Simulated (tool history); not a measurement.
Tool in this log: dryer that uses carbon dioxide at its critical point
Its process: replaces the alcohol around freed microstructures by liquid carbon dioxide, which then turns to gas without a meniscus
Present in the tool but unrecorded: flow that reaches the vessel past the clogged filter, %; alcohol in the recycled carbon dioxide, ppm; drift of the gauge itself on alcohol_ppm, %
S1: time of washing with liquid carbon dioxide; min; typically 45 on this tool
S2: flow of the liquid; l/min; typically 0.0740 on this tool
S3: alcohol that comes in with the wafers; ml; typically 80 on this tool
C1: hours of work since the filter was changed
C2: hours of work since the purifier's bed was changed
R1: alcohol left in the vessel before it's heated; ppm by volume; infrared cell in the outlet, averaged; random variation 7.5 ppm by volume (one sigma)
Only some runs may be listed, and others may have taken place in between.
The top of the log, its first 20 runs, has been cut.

run	hour	S1	S2	S3	C1	C2	R1
21	287.3	45	0.0740	80	9	436	507
22	306.3	45	0.0740	80	17	444	518
23	320.7	64	0.0740	108	24	451	187
24	337.0	53	0.0812	33	31	458	176
25	353.8	53	0.0812	33	39	466	178
26	370.4	45	0.1191	28	47	474	157
27	384.7	35	0.0586	67	53	480	3625
28	403.5	30	0.1135	87	62	489	472
29	412.3	63	0.0979	38	66	493	155
30	428.1	63	0.1105	44	73	500	145
31	446.6	55	0.1150	44	81	508	166
32	466.5	29	0.0708	44	90	517	2352
# hour 478.8: purifier's bed changed
33	481.7	34	0.1118	80	96	1	161
34	492.5	41	0.1258	20	101	6	10
35	503.5	41	0.0994	41	106	11	58
36	513.3	50	0.1233	73	110	16	20
37	527.4	45	0.1148	35	117	22	25
38	537.7	64	0.0740	55	121	27	40
39	553.3	64	0.0588	25	128	34	83
40	573.1	27	0.0835	26	138	43	930
41	582.4	44	0.0523	41	142	47	1485
42	593.0	44	0.0523	41	147	52	1532
43	612.4	45	0.0601	80	155	61	1406

Alternative continuations, all from the tool just after run 43; predict every row:
A	622.7	45	0.1250	33	160	66	?
B	622.7	45	0.0824	80	160	66	?
C	622.7	45	0.0740	38	160	66	?
D	622.7	48	0.0764	70	160	66	?
E	622.7	45	0.0601	91	160	66	?

run	R1
A	34
B	242
C	232
D	226
E	1605
Without the tool's hidden state the same runs would have given:
run	R1
A	12
B	184
C	179
D	170
E	1377

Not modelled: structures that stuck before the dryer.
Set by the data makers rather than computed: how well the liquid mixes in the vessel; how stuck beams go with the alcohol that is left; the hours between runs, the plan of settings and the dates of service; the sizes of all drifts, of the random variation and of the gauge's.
